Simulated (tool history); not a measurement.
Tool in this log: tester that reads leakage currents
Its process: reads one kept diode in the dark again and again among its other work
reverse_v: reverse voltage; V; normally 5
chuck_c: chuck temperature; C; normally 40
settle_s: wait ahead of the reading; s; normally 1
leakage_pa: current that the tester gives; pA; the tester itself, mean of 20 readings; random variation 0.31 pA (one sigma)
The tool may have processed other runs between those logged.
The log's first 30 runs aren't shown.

{"run": 31, "hour": 4428.8, "reverse_v": 1.19, "chuck_c": 36, "settle_s": 3.74, "leakage_pa": 38.75}
{"run": 32, "hour": 4518.2, "reverse_v": 14.72, "chuck_c": 39, "settle_s": 0.93, "leakage_pa": 160.99}
{"run": 33, "hour": 4703.7, "reverse_v": 5.2, "chuck_c": 46, "settle_s": 0.4, "leakage_pa": 157.01}
{"run": 34, "hour": 4793.9, "reverse_v": 1.01, "chuck_c": 46, "settle_s": 2.39, "leakage_pa": 71.16}
{"run": 35, "hour": 4942.0, "reverse_v": 9.02, "chuck_c": 40, "settle_s": 1.2, "leakage_pa": 135.05}
{"run": 36, "hour": 5083.0, "reverse_v": 1.45, "chuck_c": 25, "settle_s": 1, "leakage_pa": 19.16}
{"run": 37, "hour": 5253.6, "reverse_v": 1.45, "chuck_c": 22, "settle_s": 5.15, "leakage_pa": 15.08}
{"run": 38, "hour": 5383.1, "reverse_v": 1.42, "chuck_c": 29, "settle_s": 0.55, "leakage_pa": 25.72}

5 options for the next run, each taken on its own from the tool as it stands now. Forecast them:
{"run": "A", "hour": 5564.6, "reverse_v": 5, "chuck_c": 44, "settle_s": 4.37, "leakage_pa": "?"}
{"run": "B", "hour": 5564.6, "reverse_v": 5.55, "chuck_c": 22, "settle_s": 4.13, "leakage_pa": "?"}
{"run": "C", "hour": 5564.6, "reverse_v": 1.47, "chuck_c": 38, "settle_s": 0.59, "leakage_pa": "?"}
{"run": "D", "hour": 5564.6, "reverse_v": 5.39, "chuck_c": 21, "settle_s": 0.53, "leakage_pa": "?"}
{"run": "E", "hour": 5564.6, "reverse_v": 1.42, "chuck_c": 34, "settle_s": 6.92, "leakage_pa": "?"}

run=A leakage_pa=133.27
run=B leakage_pa=28.85
run=C leakage_pa=49.52
run=D leakage_pa=27.9
run=E leakage_pa=36.51
Take away the tool's hidden state, keep each run's random variation, and the runs would have read:
run=A leakage_pa=133.44
run=B leakage_pa=28.87
run=C leakage_pa=49.59
run=D leakage_pa=27.91
run=E leakage_pa=36.56

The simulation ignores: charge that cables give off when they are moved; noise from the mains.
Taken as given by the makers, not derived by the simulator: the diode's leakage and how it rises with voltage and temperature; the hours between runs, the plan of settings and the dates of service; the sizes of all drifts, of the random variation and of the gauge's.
